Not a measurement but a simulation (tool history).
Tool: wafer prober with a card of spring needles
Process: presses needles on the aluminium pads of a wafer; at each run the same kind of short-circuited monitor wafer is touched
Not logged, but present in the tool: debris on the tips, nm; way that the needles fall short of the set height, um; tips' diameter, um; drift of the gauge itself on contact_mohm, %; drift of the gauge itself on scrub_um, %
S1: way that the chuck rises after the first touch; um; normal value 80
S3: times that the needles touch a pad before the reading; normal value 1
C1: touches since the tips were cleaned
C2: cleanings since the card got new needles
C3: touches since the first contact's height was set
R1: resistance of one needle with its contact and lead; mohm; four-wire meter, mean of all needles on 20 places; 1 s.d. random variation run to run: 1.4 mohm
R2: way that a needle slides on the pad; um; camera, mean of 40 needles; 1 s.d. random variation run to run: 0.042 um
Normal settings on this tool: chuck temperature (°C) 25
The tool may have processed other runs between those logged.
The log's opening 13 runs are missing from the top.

{"hour": 487.5, "done": "tips cleaned on abrasive film"}
{"hour": 511.9, "done": "tips cleaned on abrasive film"}
{"run": 14, "hour": 529.1, "S1": 80, "chuck temperature (°C)": 88, "S3": 2, "C1": 4600, "C2": 101, "C3": 132952, "R1": 128, "R2": 21.6}
{"hour": 534.8, "done": "tips cleaned on abrasive film"}
{"hour": 561.1, "done": "tips cleaned on abrasive film"}
{"run": 15, "hour": 574.8, "S1": 80, "chuck temperature (°C)": 88, "S3": 2, "C1": 3666, "C2": 103, "C3": 145077, "R1": 127, "R2": 21.67}
{"hour": 585.3, "done": "tips cleaned on abrasive film"}
{"run": 16, "hour": 600.4, "S1": 86, "chuck temperature (°C)": 88, "S3": 3, "C1": 4042, "C2": 104, "C3": 151880, "R1": 125, "R2": 23.31}
{"hour": 608.2, "done": "tips cleaned on abrasive film"}
{"run": 17, "hour": 630.6, "S1": 91, "chuck temperature (°C)": 44, "S3": 1, "C1": 5983, "C2": 105, "C3": 159903, "R1": 121, "R2": 24.69}
{"hour": 634.6, "done": "tips cleaned on abrasive film"}
{"hour": 657.7, "done": "tips cleaned on abrasive film"}
{"run": 18, "hour": 668.9, "S1": 91, "chuck temperature (°C)": 44, "S3": 1, "C1": 2997, "C2": 107, "C3": 170048, "R1": 122, "R2": 24.63}
{"hour": 682.3, "done": "tips cleaned on abrasive film"}
{"hour": 708.5, "done": "tips cleaned on abrasive film"}
{"run": 19, "hour": 728.0, "S1": 76, "chuck temperature (°C)": 44, "S3": 1, "C1": 5193, "C2": 109, "C3": 185732, "R1": 124, "R2": 20.63}
{"hour": 732.9, "done": "tips cleaned on abrasive film"}
{"hour": 733.2, "done": "height of the first contact set anew"}
{"hour": 757.2, "done": "tips cleaned on abrasive film"}
{"run": 20, "hour": 757.3, "S1": 91, "chuck temperature (°C)": 95, "S3": 2, "C1": 39, "C2": 111, "C3": 6418, "R1": 127, "R2": 24.76}
{"hour": 781.4, "done": "tips cleaned on abrasive film"}
{"run": 21, "hour": 785.1, "S1": 61, "chuck temperature (°C)": 26, "S3": 1, "C1": 999, "C2": 112, "C3": 13794, "R1": 120, "R2": 16.62}
{"hour": 806.1, "done": "tips cleaned on abrasive film"}
{"hour": 832.1, "done": "tips cleaned on abrasive film"}
{"run": 22, "hour": 844.9, "S1": 82, "chuck temperature (°C)": 62, "S3": 3, "C1": 3423, "C2": 114, "C3": 29687, "R1": 123, "R2": 22.3}
{"hour": 857.4, "done": "tips cleaned on abrasive film"}
{"hour": 880.7, "done": "tips cleaned on abrasive film"}
{"run": 23, "hour": 892.0, "S1": 82, "chuck temperature (°C)": 62, "S3": 3, "C1": 3020, "C2": 116, "C3": 42172, "R1": 128, "R2": 22.33}
{"hour": 905.3, "done": "tips cleaned on abrasive film"}
{"hour": 929.4, "done": "tips cleaned on abrasive film"}
{"run": 24, "hour": 929.4, "S1": 82, "chuck temperature (°C)": 62, "S3": 3, "C1": 21, "C2": 118, "C3": 52097, "R1": 123, "R2": 22.4}
{"hour": 954.8, "done": "tips cleaned on abrasive film"}
{"run": 25, "hour": 958.8, "S1": 71, "chuck temperature (°C)": 26, "S3": 2, "C1": 1059, "C2": 119, "C3": 59892, "R1": 121, "R2": 19.4}
{"hour": 981.9, "done": "tips cleaned on abrasive film"}
{"hour": 1005.9, "done": "tips cleaned on abrasive film"}
{"run": 26, "hour": 1010.3, "S1": 70, "chuck temperature (°C)": 63, "S3": 1, "C1": 1181, "C2": 121, "C3": 73579, "R1": 125, "R2": 19.07}
{"hour": 1031.3, "done": "tips cleaned on abrasive film"}
{"hour": 1054.8, "done": "tips cleaned on abrasive film"}
{"run": 27, "hour": 1064.4, "S1": 61, "chuck temperature (°C)": 45, "S3": 1, "C1": 2573, "C2": 123, "C3": 87946, "R1": 128, "R2": 16.64}
{"hour": 1077.9, "done": "tips cleaned on abrasive film"}
{"hour": 1103.9, "done": "tips cleaned on abrasive film"}
{"run": 28, "hour": 1116.9, "S1": 80, "chuck temperature (°C)": 25, "S3": 1, "C1": 3476, "C2": 125, "C3": 101882, "R1": 119, "R2": 21.87}
{"hour": 1128.7, "done": "tips cleaned on abrasive film"}
{"hour": 1151.7, "done": "tips cleaned on abrasive film"}
{"run": 29, "hour": 1167.3, "S1": 86, "chuck temperature (°C)": 44, "S3": 1, "C1": 4176, "C2": 127, "C3": 115260, "R1": 121, "R2": 23.45}
{"hour": 1176.3, "done": "tips cleaned on abrasive film"}
{"hour": 1200.6, "done": "tips cleaned on abrasive film"}
{"run": 30, "hour": 1219.3, "S1": 80, "chuck temperature (°C)": 26, "S3": 3, "C1": 4962, "C2": 129, "C3": 129050, "R1": 116, "R2": 21.83}

Each row is a separate what-if for the run after 30, all from the same tool condition, not one after another. Results?
{"hour": 1223.4, "done": "tips cleaned on abrasive film"}
{"hour": 1247.0, "done": "tips cleaned on abrasive film"}
{"hour": 1273.1, "done": "tips cleaned on abrasive film"}
{"run": "A", "hour": 1275.2, "S1": 71, "chuck temperature (°C)": 27, "S3": 1, "C1": 565, "C2": 132, "C3": 143884, "R1": "?", "R2": "?"}
{"hour": 1223.4, "done": "tips cleaned on abrasive film"}
{"hour": 1247.0, "done": "tips cleaned on abrasive film"}
{"hour": 1273.1, "done": "tips cleaned on abrasive film"}
{"run": "B", "hour": 1275.2, "S1": 80, "chuck temperature (°C)": 61, "S3": 1, "C1": 565, "C2": 132, "C3": 143884, "R1": "?", "R2": "?"}
{"hour": 1223.4, "done": "tips cleaned on abrasive film"}
{"hour": 1247.0, "done": "tips cleaned on abrasive film"}
{"hour": 1273.1, "done": "tips cleaned on abrasive film"}
{"run": "C", "hour": 1275.2, "S1": 80, "chuck temperature (°C)": 78, "S3": 3, "C1": 565, "C2": 132, "C3": 143884, "R1": "?", "R2": "?"}
{"hour": 1223.4, "done": "tips cleaned on abrasive film"}
{"hour": 1247.0, "done": "tips cleaned on abrasive film"}
{"hour": 1273.1, "done": "tips cleaned on abrasive film"}
{"run": "D", "hour": 1275.2, "S1": 81, "chuck temperature (°C)": 25, "S3": 3, "C1": 565, "C2": 132, "C3": 143884, "R1": "?", "R2": "?"}

run=A R1=120 R2=19.42
run=B R1=124 R2=21.86
run=C R1=130 R2=21.88
run=D R1=121 R2=22.21
With the hidden condition removed and each run's random variation left untouched, the same runs would have given:
run=A R1=120 R2=19.05
run=B R1=124 R2=21.45
run=C R1=130 R2=21.46
run=D R1=121 R2=21.78
